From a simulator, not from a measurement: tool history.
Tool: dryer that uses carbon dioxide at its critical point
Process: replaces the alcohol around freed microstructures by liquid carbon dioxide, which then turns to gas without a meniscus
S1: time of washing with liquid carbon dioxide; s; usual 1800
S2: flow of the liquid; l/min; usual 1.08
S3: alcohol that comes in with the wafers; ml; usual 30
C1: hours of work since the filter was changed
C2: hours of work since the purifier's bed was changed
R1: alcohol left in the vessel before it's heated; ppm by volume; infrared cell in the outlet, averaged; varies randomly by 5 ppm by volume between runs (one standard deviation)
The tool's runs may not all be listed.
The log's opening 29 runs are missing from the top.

run    hour    S1    S2  S3   C1   C2   R1
 30   677.6  2040  0.73  30   62  648  218
 31   708.2  2040  0.73  30   75  661  231
 32   739.6  1800  1.08  41   88  674  196
 33   760.1  1680  1.55  58   96  683  193
 34   783.3  1140  0.78  30  106  692  508
 35   815.1  1920  1.27  22  119  706  207
 36     847  2040  1.58  69  133  719  208
 37   875.2  2160  1.06  81  144  731  227
 38   907.2  2160  1.06  81  158  744  225
 39   927.3  1200  1.08  24  166  753  286
 40   945.9  1800  0.74  36  174  760  303
 41   960.7  1140  0.74  42  180  767  768
 42   990.1  1500  0.76  57  192  779  506
 43  1020.3  2280  1.76  57  205  791  225
 44  1043.7  1080   1.2  25  215  801  322

Below are 4 alternative next runs, each starting from the tool's condition after run 44. Predict each:
  A  1074.2  1800     1  35  228  814   ?
  B  1074.2  1440   1.2  50  228  814   ?
  C  1074.2  1800  1.08  31  228  814   ?
  D  1074.2  2520  1.08  30  228  814   ?

run   R1
  A  253
  B  276
  C  251
  D  227
With no hidden state in the tool, these same runs would have given:
run  R1
  A  18
  B  32
  C  19
  D   0
